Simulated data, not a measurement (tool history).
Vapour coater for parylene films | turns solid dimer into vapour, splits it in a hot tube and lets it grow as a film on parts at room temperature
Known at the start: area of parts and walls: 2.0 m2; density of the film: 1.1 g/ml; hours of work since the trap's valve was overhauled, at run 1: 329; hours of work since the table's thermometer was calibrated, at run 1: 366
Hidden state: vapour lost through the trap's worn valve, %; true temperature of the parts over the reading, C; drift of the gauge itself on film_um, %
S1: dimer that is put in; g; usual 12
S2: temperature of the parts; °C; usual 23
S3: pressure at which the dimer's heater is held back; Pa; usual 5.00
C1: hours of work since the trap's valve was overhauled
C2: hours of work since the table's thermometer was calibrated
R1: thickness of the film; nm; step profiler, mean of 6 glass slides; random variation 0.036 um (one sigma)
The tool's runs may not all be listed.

| run | day | S1 | S2 | S3 | C1 | C2 | R1 |
|---|---|---|---|---|---|---|---|
| 1 | 0.000 | 12 | 23 | 5.00 | 329 | 366 | 3690 |
| 2 | 1.092 | 12 | 23 | 5.00 | 342 | 380 | 3670 |
| 3 | 1.917 | 12 | 23 | 5.00 | 352 | 390 | 3690 |
| 4 | 2.871 | 12 | 23 | 5.00 | 364 | 401 | 3650 |
| 5 | 3.725 | 14 | 23 | 5.00 | 374 | 412 | 4270 |
| 6 | 4.400 | 14 | 23 | 5.00 | 382 | 420 | 4290 |
| 7 | 5.488 | 14 | 23 | 5.00 | 396 | 433 | 4270 |
| 8 | 6.746 | 14 | 23 | 5.00 | 411 | 448 | 4260 |
| 9 | 7.458 | 11 | 23 | 5.00 | 419 | 457 | 3380 |
| 10 | 8.842 | 9 | 32 | 5.60 | 436 | 473 | 1820 |

The next listed run, before its measurement:
| 11 | 9.950 | 16 | 23 | 2.05 | 449 | 487 | ? |

{"run 11": {"R1": 5900}}
Without the tool's hidden state the same run would have given R1 5920 nm.

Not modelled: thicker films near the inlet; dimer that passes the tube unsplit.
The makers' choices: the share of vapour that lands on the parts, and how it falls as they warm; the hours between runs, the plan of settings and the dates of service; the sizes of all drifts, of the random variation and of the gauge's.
